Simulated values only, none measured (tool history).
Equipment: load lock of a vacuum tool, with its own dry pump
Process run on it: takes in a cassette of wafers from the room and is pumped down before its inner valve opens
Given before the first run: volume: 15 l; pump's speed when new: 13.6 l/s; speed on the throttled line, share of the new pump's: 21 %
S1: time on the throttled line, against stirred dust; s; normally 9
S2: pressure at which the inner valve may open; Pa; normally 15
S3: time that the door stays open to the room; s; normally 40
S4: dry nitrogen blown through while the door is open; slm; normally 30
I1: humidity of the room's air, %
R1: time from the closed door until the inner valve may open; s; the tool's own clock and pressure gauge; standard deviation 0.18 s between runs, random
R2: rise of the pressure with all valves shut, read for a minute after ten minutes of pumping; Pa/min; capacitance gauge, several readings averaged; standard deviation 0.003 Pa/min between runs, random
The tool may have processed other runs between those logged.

Run 1, hour 0.0: usual settings; I1 41.8. Result: R1 16.7 s, R2 0.138 Pa/min.
Run 2, hour 211.4: usual settings; I1 45.9. Result: R1 17.1 s, R2 0.150 Pa/min.
Run 3, hour 445.8: usual settings; I1 43.4. Result: R1 16.8 s, R2 0.145 Pa/min.
Run 4, hour 631.4: usual settings but S3 104 s; I1 43.4. Result: R1 17.0 s, R2 0.185 Pa/min.
Run 5, hour 752.1: usual settings but S4 37 slm; I1 44.5. Result: R1 16.9 s, R2 0.153 Pa/min.
Run 6, hour 997.7: usual settings; I1 47.7. Result: R1 16.9 s, R2 0.161 Pa/min.
Run 7, hour 1192.8: usual settings; I1 43.3. Result: R1 17.0 s, R2 0.167 Pa/min.
Run 8, hour 1345.3: usual settings; I1 43.9. Result: R1 17.0 s, R2 0.176 Pa/min.
Run 9, hour 1561.6: usual settings; I1 48.4. Result: R1 17.2 s, R2 0.184 Pa/min.
Run 10, hour 1775.2: usual settings; I1 46.9. Result: R1 17.3 s, R2 0.187 Pa/min.
Run 11, hour 2040.9: usual settings; I1 45.1. Result: R1 17.2 s, R2 0.190 Pa/min.
Run 12, hour 2287.4: usual settings but S1 7 s, S3 82 s; I1 44.7. Result: R1 15.9 s, R2 0.223 Pa/min.
Run 13, hour 2429.4: usual settings but S1 12 s, S3 92 s, S4 26 slm; I1 45.5. Result: R1 19.3 s, R2 0.237 Pa/min.
Run 14, hour 2560.1: usual settings but S1 12 s, S3 92 s, S4 26 slm; I1 44.4. Result: R1 19.5 s, R2 0.234 Pa/min.
Run 15, hour 2671.3: usual settings but S1 12 s, S2 29 Pa, S3 92 s, S4 8 slm; I1 41.2. Result: R1 18.7 s, R2 0.254 Pa/min.
Run 16, hour 2906.2: usual settings but S1 12 s, S2 29 Pa, S3 66 s, S4 8 slm; I1 47.1. Result: R1 18.9 s, R2 0.256 Pa/min.
Run 17, hour 3090.3: usual settings but S4 41 slm; I1 44.0. Result: R1 17.2 s, R2 0.211 Pa/min.

Alternative continuations, all from the tool just after run 17; predict every row:
Run A, hour 3338.9: usual settings but S1 17 s, S2 11 Pa, S3 122 s; I1 45.9. Result: R1 ?, R2 ?.
Run B, hour 3338.9: usual settings but S2 19 Pa, S3 26 s, S4 10 slm; I1 42.8. Result: R1 ?, R2 ?.
Run C, hour 3338.9: usual settings but S1 17 s, S3 173 s, S4 14 slm; I1 45.3. Result: R1 ?, R2 ?.

run    R1     R2
  A  23.8  0.271
  B  17.1  0.225
  C  23.4  0.315
Had the tool no hidden state, the same runs would have come out as:
run    R1     R2
  A  23.5  0.086
  B  16.7  0.044
  C  23.1  0.135
